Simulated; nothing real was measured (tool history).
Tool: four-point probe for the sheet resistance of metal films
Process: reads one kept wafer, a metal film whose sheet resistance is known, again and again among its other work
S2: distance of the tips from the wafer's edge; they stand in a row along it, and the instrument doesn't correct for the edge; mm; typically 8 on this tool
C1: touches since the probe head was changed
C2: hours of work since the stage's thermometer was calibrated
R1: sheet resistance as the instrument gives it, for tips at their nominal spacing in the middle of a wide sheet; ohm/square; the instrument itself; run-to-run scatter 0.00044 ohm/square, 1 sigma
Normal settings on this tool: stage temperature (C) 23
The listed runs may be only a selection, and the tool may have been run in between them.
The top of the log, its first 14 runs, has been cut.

{"run": 15, "hour": 627.4, "stage temperature (C)": 23, "S2": 8, "C1": 38553, "C2": 1023, "R1": 2.17605}
{"run": 16, "hour": 665.6, "stage temperature (C)": 23, "S2": 8, "C1": 39421, "C2": 1053, "R1": 2.175445}
{"run": 17, "hour": 717.9, "stage temperature (C)": 23, "S2": 8, "C1": 40609, "C2": 1094, "R1": 2.17519}
{"run": 18, "hour": 751.9, "stage temperature (C)": 22, "S2": 8, "C1": 41383, "C2": 1121, "R1": 2.176138}
{"run": 19, "hour": 822.3, "stage temperature (C)": 23, "S2": 38, "C1": 42982, "C2": 1176, "R1": 2.170708}
{"run": 20, "hour": 872.4, "stage temperature (C)": 23, "S2": 15, "C1": 44121, "C2": 1215, "R1": 2.172802}
{"run": 21, "hour": 936.3, "stage temperature (C)": 23, "S2": 15, "C1": 45574, "C2": 1265, "R1": 2.172551}
{"run": 22, "hour": 974.5, "stage temperature (C)": 23, "S2": 15, "C1": 46442, "C2": 1294, "R1": 2.172466}
{"run": 23, "hour": 1040.5, "stage temperature (C)": 25, "S2": 8, "C1": 47942, "C2": 1346, "R1": 2.17217}
{"run": 24, "hour": 1096.5, "stage temperature (C)": 29, "S2": 10, "C1": 49213, "C2": 1390, "R1": 2.164884}
{"run": 25, "hour": 1165.4, "stage temperature (C)": 23, "S2": 70, "C1": 50779, "C2": 1443, "R1": 2.170903}
{"run": 26, "hour": 1236.7, "stage temperature (C)": 34, "S2": 52, "C1": 52400, "C2": 1499, "R1": 2.155245}
{"run": 27, "hour": 1282.0, "stage temperature (C)": 25, "S2": 12, "C1": 53430, "C2": 1535, "R1": 2.16953}

Run 28 comes next. What will it give?
{"run": 28, "hour": 1353.9, "stage temperature (C)": 25, "S2": 12, "C1": 55064, "C2": 1591, "R1": "?"}

R1: 2.169279 ohm/square
Take away the tool's hidden state, keep the run-to-run variation as it was, and the same run would have given R1 2.169260 ohm/square.
